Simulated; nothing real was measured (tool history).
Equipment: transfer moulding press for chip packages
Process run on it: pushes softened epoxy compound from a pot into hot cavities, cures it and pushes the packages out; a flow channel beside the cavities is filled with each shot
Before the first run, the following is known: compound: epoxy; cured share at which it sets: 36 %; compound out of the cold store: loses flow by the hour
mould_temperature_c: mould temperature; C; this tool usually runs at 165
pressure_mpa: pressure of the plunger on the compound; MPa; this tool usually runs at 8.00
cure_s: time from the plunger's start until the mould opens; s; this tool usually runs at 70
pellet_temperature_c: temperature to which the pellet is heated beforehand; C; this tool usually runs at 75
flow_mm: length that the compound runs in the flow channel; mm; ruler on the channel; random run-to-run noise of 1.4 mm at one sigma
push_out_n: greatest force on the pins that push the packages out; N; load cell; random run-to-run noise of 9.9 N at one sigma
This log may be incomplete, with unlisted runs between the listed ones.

run    hour  mould_temperature_c  pressure_mpa  cure_s  pellet_temperature_c  incoming compound's hours out of the cold store  flow_mm  push_out_n
  1     0.0                  165          8.00      70                    75                                             47.8      506         441
       24.2  -- cavities cleaned with cleaning compound and waxed
  2    44.6                  165          6.90      70                    75                                             11.3      586         465
       52.7  -- plunger's sealing rings changed
       67.3  -- cavities cleaned with cleaning compound and waxed
      110.9  -- cavities cleaned with cleaning compound and waxed
  3   113.4                  165          6.90      70                    75                                             45.2      480         436
      152.0  -- cavities cleaned with cleaning compound and waxed
      191.6  -- cavities cleaned with cleaning compound and waxed
  4   191.6                  165          8.60      70                    75                                             25.0      599         423
      233.8  -- cavities cleaned with cleaning compound and waxed
  5   257.4                  165          7.30      70                    75                                             12.2      596         481
      277.8  -- cavities cleaned with cleaning compound and waxed
      319.3  -- cavities cleaned with cleaning compound and waxed
  6   321.3                  165          7.30      70                    75                                             12.2      594         452
      361.6  -- cavities cleaned with cleaning compound and waxed
  7   368.3                  165          8.00      56                    75                                             22.8      588         644
      406.5  -- cavities cleaned with cleaning compound and waxed
  8   441.4                  165          9.57      70                    75                                             44.8      566         452
      447.6  -- cavities cleaned with cleaning compound and waxed
      479.0  -- plunger's sealing rings changed
      491.3  -- cavities cleaned with cleaning compound and waxed
  9   505.2                  165          9.61      70                    75                                             25.8      630         442
      531.7  -- cavities cleaned with cleaning compound and waxed
 10   546.1                  165          9.61      70                    75                                             43.9      567         438
      574.2  -- cavities cleaned with cleaning compound and waxed
      615.6  -- cavities cleaned with cleaning compound and waxed
 11   619.5                  165          9.61      70                    75                                             40.5      581         440
      656.8  -- cavities cleaned with cleaning compound and waxed
 12   666.6                  165          7.16      70                    75                                             33.3      523         456
      700.3  -- cavities cleaned with cleaning compound and waxed
      745.0  -- cavities cleaned with cleaning compound and waxed
 13   746.7                  165          7.16      70                    75                                             39.2      504         445
      784.9  -- cavities cleaned with cleaning compound and waxed
 14   791.1                  165          7.16      70                    75                                             27.6      539         452
      825.3  -- cavities cleaned with cleaning compound and waxed
 15   844.8                  159          8.51      81                    75                                             12.7      652         475
      869.2  -- cavities cleaned with cleaning compound and waxed
 16   891.3                  159          8.51      81                    75                                             17.9      632         489
      908.3  -- plunger's sealing rings changed
      916.8  -- cavities cleaned with cleaning compound and waxed
 17   934.5                  166          6.94      78                    69                                              9.6      591         418
      959.7  -- cavities cleaned with cleaning compound and waxed
 18   974.7                  162          9.63      93                    73                                             42.2      579         402
     1000.4  -- cavities cleaned with cleaning compound and waxed
 19  1010.5                  160          8.00      70                    75                                             39.9      538         539
     1041.2  -- cavities cleaned with cleaning compound and waxed
     1083.2  -- cavities cleaned with cleaning compound and waxed
 20  1083.2                  160          8.00      70                    75                                             40.2      538         537
 21  1117.6                  160          8.00      70                    75                                              9.8      645         598
     1124.6  -- cavities cleaned with cleaning compound and waxed
     1168.2  -- cavities cleaned with cleaning compound and waxed
 22  1197.1                  158          8.00      70                    70                                             32.3      567         614
     1211.4  -- cavities cleaned with cleaning compound and waxed
     1234.8  -- mould's thermocouples calibrated
     1255.8  -- cavities cleaned with cleaning compound and waxed
 23  1270.3                  164          8.00      70                    70                                             47.2      511         431
     1296.8  -- cavities cleaned with cleaning compound and waxed
 24  1318.9                  169          8.00      70                    70                                             22.8      582         415
     1336.2  -- plunger's sealing rings changed
     1341.9  -- cavities cleaned with cleaning compound and waxed
     1386.0  -- cavities cleaned with cleaning compound and waxed
 25  1398.4                  172          9.07      54                    83                                             29.8      590         479

Branching from run 25: 4 alternative next runs. What would each branch give?
     1429.6  -- cavities cleaned with cleaning compound and waxed
  A  1448.6                  173          9.07      66                    76                                              8.5        ?           ?
     1429.6  -- cavities cleaned with cleaning compound and waxed
  B  1448.6                  163          9.07      75                    83                                             44.5        ?           ?
     1429.6  -- cavities cleaned with cleaning compound and waxed
  C  1448.6                  165          8.34      69                    67                                             36.5        ?           ?
     1429.6  -- cavities cleaned with cleaning compound and waxed
  D  1448.6                  172          8.75      92                    83                                             16.6        ?           ?

run  flow_mm  push_out_n
  A      666         420
  B      555         431
  C      553         456
  D      624         391
What these runs would have given with no unlogged condition in the tool:
run  flow_mm  push_out_n
  A      666         415
  B      555         426
  C      553         451
  D      624         388
